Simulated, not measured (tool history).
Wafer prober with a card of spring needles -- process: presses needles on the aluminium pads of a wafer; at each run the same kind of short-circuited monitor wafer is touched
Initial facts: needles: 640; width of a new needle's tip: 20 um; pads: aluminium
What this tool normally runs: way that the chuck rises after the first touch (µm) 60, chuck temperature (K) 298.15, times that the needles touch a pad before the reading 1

run    day  way that the chuck rises after the first touch (µm)  chuck temperature (K)  times that the needles touch a pad before the reading  resistance of one needle with its contact and lead (mohm)  way that a needle slides on the pad (µm)
  1      0                                                   60                 298.15                                                      1                                                        409                                     10.42
     0.262  -- tips cleaned on abrasive film
  2  0.292                                                   60                 389.15                                                      1                                                        597                                     10.34
     0.583  -- tips cleaned on abrasive film
  3  0.758                                                   60                 389.15                                                      1                                                        483                                     10.36
     0.921  -- tips cleaned on abrasive film
  4  0.988                                                   60                 389.15                                                      1                                                        407                                     10.35
     1.204  -- tips cleaned on abrasive film, once more
  5  1.275                                                   60                 298.15                                                      1                                                        389                                     10.45
     1.521  -- tips cleaned on abrasive film
  6  1.704                                                   65                 298.15                                                      1                                                        460                                     11.32
     1.842  -- tips cleaned on abrasive film
  7  2.062                                                   60                 298.15                                                      3                                                        374                                     10.41
     2.146  -- height of the first contact set anew
     2.179  -- tips cleaned on abrasive film
  8  2.279                                                   60                 298.15                                                      2                                                        366                                     10.82
     2.517  -- tips cleaned on abrasive film
  9  2.679                                                   60                 298.15                                                      2                                                        397                                     10.76
     2.846  -- tips cleaned on abrasive film
 10  3.017                                                   60                 393.15                                                      1                                                        476                                     10.86
     3.162  -- tips cleaned on abrasive film
 11  3.262                                                   60                 326.15                                                      2                                                        378                                     10.69
     3.483  -- tips cleaned on abrasive film
 12  3.483                                                   52                 302.15                                                      2                                                        301                                       9.3
     3.833  -- tips cleaned on abrasive film
 13  3.938                                                   48                 366.15                                                      2                                                        433                                      8.57
     4.175  -- tips cleaned on abrasive film
 14  4.208                                                   78                 366.15                                                      3                                                        317                                     13.99
       4.5  -- tips cleaned on abrasive film
 15  4.562                                                   71                 306.15                                                      1                                                        368                                     12.72
     4.838  -- tips cleaned on abrasive film
 16  4.858                                                   71                 307.15                                                      1                                                        327                                     12.59
     5.175  -- tips cleaned on abrasive film
 17   5.25                                                   59                 348.15                                                      2                                                        373                                     10.53

Predict each of these 3 candidate next runs independently; none follows another, all start after run 17:
     5.517  -- tips cleaned on abrasive film
  A  5.612                                                   60                 366.15                                                      1                                                          ?                                         ?
     5.517  -- tips cleaned on abrasive film
  B  5.612                                                   67                 347.15                                                      3                                                          ?                                         ?
     5.517  -- tips cleaned on abrasive film
  C  5.612                                                   43                 298.15                                                      1                                                          ?                                         ?

run  resistance of one needle with its contact and lead (mohm)  way that a needle slides on the pad (µm)
  A                                                        431                                     10.67
  B                                                        337                                     11.77
  C                                                        549                                      7.56
Take away the tool's hidden state, keep each run's random variation, and the runs would have read:
run  resistance of one needle with its contact and lead (mohm)  way that a needle slides on the pad (µm)
  A                                                        307                                     10.79
  B                                                        299                                      11.9
  C                                                        289                                      7.68

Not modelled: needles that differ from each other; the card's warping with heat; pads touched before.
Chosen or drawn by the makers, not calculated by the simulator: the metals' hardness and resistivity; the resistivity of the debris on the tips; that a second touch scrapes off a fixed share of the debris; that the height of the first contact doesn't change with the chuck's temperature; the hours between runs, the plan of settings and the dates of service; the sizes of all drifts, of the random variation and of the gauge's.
